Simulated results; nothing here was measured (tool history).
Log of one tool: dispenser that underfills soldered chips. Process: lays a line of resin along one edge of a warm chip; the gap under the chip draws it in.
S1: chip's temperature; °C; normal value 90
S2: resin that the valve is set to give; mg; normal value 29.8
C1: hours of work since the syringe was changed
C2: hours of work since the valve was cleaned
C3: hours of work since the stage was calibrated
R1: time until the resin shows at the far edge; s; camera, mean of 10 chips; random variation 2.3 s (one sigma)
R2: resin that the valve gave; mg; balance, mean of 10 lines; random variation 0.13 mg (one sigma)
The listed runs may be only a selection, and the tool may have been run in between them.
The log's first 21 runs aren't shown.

run 22 hour=201.3 | S1=104 S2=32.9 | C1=8 C2=26 C3=332 | R1=239.4 R2=31.62
-- hour=206.4 new syringe of resin
run 23 hour=209.1 | S1=89 S2=28.3 | C1=2 C2=32 C3=337 | R1=255.1 R2=27.36
run 24 hour=221.8 | S1=103 S2=33.8 | C1=11 C2=41 C3=347 | R1=290.6 R2=32.23
-- hour=222.8 new syringe of resin
run 25 hour=228.3 | S1=78 S2=26.7 | C1=4 C2=45 C3=351 | R1=397 R2=25.52
run 26 hour=237.6 | S1=102 S2=33 | C1=11 C2=52 C3=358 | R1=288.1 R2=31.17
-- hour=238.8 new syringe of resin
run 27 hour=246.1 | S1=95 S2=29.7 | C1=5 C2=58 C3=364 | R1=255.8 R2=27.82
-- hour=254.9 new syringe of resin
run 28 hour=258.7 | S1=95 S2=29.7 | C1=3 C2=67 C3=373 | R1=226.5 R2=27.56
run 29 hour=269.1 | S1=90 S2=25.9 | C1=10 C2=75 C3=380 | R1=413.2 R2=23.95
-- hour=271.3 new syringe of resin
run 30 hour=281.2 | S1=90 S2=27.8 | C1=7 C2=83 C3=389 | R1=328.8 R2=25.42
-- hour=287.7 new syringe of resin
run 31 hour=293.6 | S1=90 S2=28.9 | C1=4 C2=92 C3=398 | R1=282.6 R2=25.99
-- hour=303.9 new syringe of resin
run 32 hour=303.9 | S1=90 S2=32.4 | C1=0 C2=99 C3=405 | R1=217.1 R2=29.04
-- hour=308.5 dispensing valve cleaned and set on the balance
run 33 hour=317.2 | S1=90 S2=32.4 | C1=9 C2=6 C3=414 | R1=355.6 R2=32.03

3 options for the next run, each taken on its own from the tool as it stands now. Forecast them:
-- hour=321 new syringe of resin
run A hour=323.5 | S1=100 S2=29.8 | C1=2 C2=11 C3=418 | R1=? R2=?
-- hour=321 new syringe of resin
run B hour=323.5 | S1=85 S2=32.4 | C1=2 C2=11 C3=418 | R1=? R2=?
-- hour=321 new syringe of resin
run C hour=323.5 | S1=79 S2=30.8 | C1=2 C2=11 C3=418 | R1=? R2=?

run=A R1=179.8 R2=29.79
run=B R1=266.2 R2=32.18
run=C R1=314.9 R2=30.67
The same runs, with their run-to-run variation unchanged, on a tool lacking any hidden condition would have given:
run=A R1=177.6 R2=30.07
run=B R1=264.7 R2=32.49
run=C R1=313.9 R2=30.97

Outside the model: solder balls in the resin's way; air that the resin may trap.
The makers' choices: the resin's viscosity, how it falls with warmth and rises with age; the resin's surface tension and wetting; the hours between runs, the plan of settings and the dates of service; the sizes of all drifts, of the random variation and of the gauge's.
